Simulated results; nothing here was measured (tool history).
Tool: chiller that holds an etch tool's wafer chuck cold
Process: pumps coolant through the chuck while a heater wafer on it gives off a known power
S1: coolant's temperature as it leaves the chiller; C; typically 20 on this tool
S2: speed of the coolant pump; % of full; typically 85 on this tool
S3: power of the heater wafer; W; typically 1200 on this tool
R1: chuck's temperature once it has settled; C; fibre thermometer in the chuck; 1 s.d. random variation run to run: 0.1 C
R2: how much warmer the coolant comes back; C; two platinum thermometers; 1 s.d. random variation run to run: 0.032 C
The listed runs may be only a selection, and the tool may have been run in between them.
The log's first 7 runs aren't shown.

Run 8, hour 304.4: usual settings. Result: R1 30.3 C, R2 3.18 C.
Run 9, hour 331.3: usual settings. Result: R1 30.4 C, R2 3.11 C.
Run 10, hour 380.1: usual settings but S3 699 W. Result: R1 26.0 C, R2 1.80 C.
Run 11, hour 419.4: usual settings. Result: R1 30.5 C, R2 3.09 C.
Run 12, hour 463.3: usual settings but S2 66 % of full. Result: R1 32.5 C, R2 4.16 C.
Run 13, hour 514.8: usual settings but S2 79 % of full. Result: R1 30.8 C, R2 3.36 C.
Run 14, hour 558.6: usual settings but S2 79 % of full. Result: R1 30.9 C, R2 3.31 C.
Run 15, hour 611.5: usual settings but S2 79 % of full. Result: R1 30.9 C, R2 3.29 C.
Run 16, hour 648.6: usual settings but S2 79 % of full. Result: R1 31.0 C, R2 3.30 C.
Run 17, hour 691.0: usual settings but S2 79 % of full. Result: R1 31.1 C, R2 3.27 C.
Run 18, hour 735.6: usual settings but S1 12 C, S2 79 % of full. Result: R1 23.0 C, R2 3.37 C.
Run 19, hour 792.9: usual settings but S1 12 C, S2 79 % of full. Result: R1 22.9 C, R2 3.26 C.
Run 20, hour 841.1: usual settings but S1 12 C, S2 79 % of full. Result: R1 22.9 C, R2 3.28 C.
Run 21, hour 884.3: usual settings but S2 67 % of full. Result: R1 32.5 C, R2 3.95 C.
Run 22, hour 924.6: usual settings but S1 11 C, S3 1163 W. Result: R1 21.0 C, R2 2.87 C.
Run 23, hour 982.6: usual settings but S2 87 % of full. Result: R1 30.3 C, R2 2.91 C.
Run 24, hour 1015.3: usual settings but S1 11 C, S2 63 % of full, S3 1291 W. Result: R1 25.0 C, R2 4.50 C.

Run 25 has not been measured yet. What should we expect?
Run 25, hour 1071.3: usual settings but S2 88 % of full, S3 633 W. Result: R1 ?, R2 ?.

R1: 25.2 C
R2: 1.38 C
Take away the tool's hidden state, keep the run-to-run variation as it was, and the same run would have given R1 25.2 C, R2 1.62 C.

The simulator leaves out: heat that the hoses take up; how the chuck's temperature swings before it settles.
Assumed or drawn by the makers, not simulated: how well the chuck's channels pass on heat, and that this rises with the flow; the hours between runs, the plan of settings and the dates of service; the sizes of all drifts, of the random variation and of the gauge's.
